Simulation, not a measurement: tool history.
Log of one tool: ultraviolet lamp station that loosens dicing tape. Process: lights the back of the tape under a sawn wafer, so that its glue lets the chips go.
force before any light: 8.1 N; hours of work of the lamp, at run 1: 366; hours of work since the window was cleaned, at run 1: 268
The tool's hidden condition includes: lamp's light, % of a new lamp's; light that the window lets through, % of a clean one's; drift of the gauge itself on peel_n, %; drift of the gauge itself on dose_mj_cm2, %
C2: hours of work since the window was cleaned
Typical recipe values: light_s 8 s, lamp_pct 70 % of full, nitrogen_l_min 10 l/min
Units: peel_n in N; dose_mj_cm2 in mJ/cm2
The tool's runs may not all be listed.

Run 1, hour 0.0: usual settings; hours of work of the lamp 366; C2 268. Result: peel_n 1.876 N, dose_mj_cm2 224 mJ/cm2.
Run 2, hour 14.5: usual settings; hours of work of the lamp 377; C2 279. Result: peel_n 1.868 N, dose_mj_cm2 224 mJ/cm2.
Run 3, hour 30.8: usual settings; hours of work of the lamp 390; C2 291. Result: peel_n 1.871 N, dose_mj_cm2 220 mJ/cm2.
Run 4, hour 43.9: usual settings but lamp_pct 96 % of full; hours of work of the lamp 400; C2 302. Result: peel_n 1.153 N, dose_mj_cm2 294 mJ/cm2.
Run 5, hour 53.6: usual settings but lamp_pct 96 % of full; hours of work of the lamp 408; C2 309. Result: peel_n 1.134 N, dose_mj_cm2 297 mJ/cm2.
Run 6, hour 64.9: usual settings but light_s 6 s; hours of work of the lamp 416; C2 318. Result: peel_n 2.796 N, dose_mj_cm2 160 mJ/cm2.
Run 7, hour 76.8: usual settings; hours of work of the lamp 426; C2 327. Result: peel_n 1.899 N, dose_mj_cm2 212 mJ/cm2.
Run 8, hour 84.7: usual settings; hours of work of the lamp 432; C2 333. Result: peel_n 1.993 N, dose_mj_cm2 214 mJ/cm2.
Run 9, hour 97.2: usual settings but light_s 16 s, lamp_pct 75 % of full, nitrogen_l_min 12 l/min; hours of work of the lamp 441; C2 343. Result: peel_n 0.402 N, dose_mj_cm2 452 mJ/cm2.
Run 10, hour 106.9: usual settings but light_s 12 s, lamp_pct 76 % of full, nitrogen_l_min 4 l/min; hours of work of the lamp 449; C2 350. Result: peel_n 1.539 N, dose_mj_cm2 342 mJ/cm2.
Run 11, hour 119.8: usual settings but light_s 12 s, lamp_pct 76 % of full, nitrogen_l_min 4 l/min; hours of work of the lamp 459; C2 361. Result: peel_n 1.545 N, dose_mj_cm2 341 mJ/cm2.
Run 12, hour 132.6: usual settings but light_s 6 s, lamp_pct 69 % of full, nitrogen_l_min 4 l/min; hours of work of the lamp 469; C2 370. Result: peel_n 3.796 N, dose_mj_cm2 153 mJ/cm2.
Run 13, hour 148.6: usual settings but light_s 15 s, lamp_pct 96 % of full, nitrogen_l_min 5 l/min; hours of work of the lamp 481; C2 383. Result: peel_n 0.531 N, dose_mj_cm2 527 mJ/cm2.
Run 14, hour 166.8: usual settings but light_s 12 s, nitrogen_l_min 14 l/min; hours of work of the lamp 495; C2 397. Result: peel_n 0.918 N, dose_mj_cm2 302 mJ/cm2.
Run 15, hour 178.3: usual settings but light_s 4 s, lamp_pct 61 % of full, nitrogen_l_min 5 l/min; hours of work of the lamp 504; C2 406. Result: peel_n 5.069 N, dose_mj_cm2 84 mJ/cm2.
Run 16, hour 191.5: usual settings but light_s 4 s, lamp_pct 61 % of full, nitrogen_l_min 5 l/min; hours of work of the lamp 515; C2 416. Result: peel_n 5.096 N, dose_mj_cm2 87 mJ/cm2.

Below are 4 alternative next runs, each starting from the tool's condition after run 16. Predict each:
Run A, hour 200.4: usual settings but light_s 12 s, lamp_pct 85 % of full, nitrogen_l_min 19 l/min; hours of work of the lamp 522; C2 423. Result: peel_n ?, dose_mj_cm2 ?.
Run B, hour 200.4: usual settings but light_s 10 s, lamp_pct 68 % of full; hours of work of the lamp 522; C2 423. Result: peel_n ?, dose_mj_cm2 ?.
Run C, hour 200.4: usual settings but lamp_pct 65 % of full, nitrogen_l_min 6 l/min; hours of work of the lamp 522; C2 423. Result: peel_n ?, dose_mj_cm2 ?.
Run D, hour 200.4: usual settings but light_s 15 s, lamp_pct 76 % of full, nitrogen_l_min 14 l/min; hours of work of the lamp 522; C2 423. Result: peel_n ?, dose_mj_cm2 ?.

run  peel_n  dose_mj_cm2
  A   0.542          357
  B   1.642          239
  C   2.827          184
  D   0.479          401
Take away the tool's hidden state, keep each run's random variation, and the runs would have read:
run  peel_n  dose_mj_cm2
  A   0.209          518
  B   0.832          345
  C   1.782          266
  D   0.182          582

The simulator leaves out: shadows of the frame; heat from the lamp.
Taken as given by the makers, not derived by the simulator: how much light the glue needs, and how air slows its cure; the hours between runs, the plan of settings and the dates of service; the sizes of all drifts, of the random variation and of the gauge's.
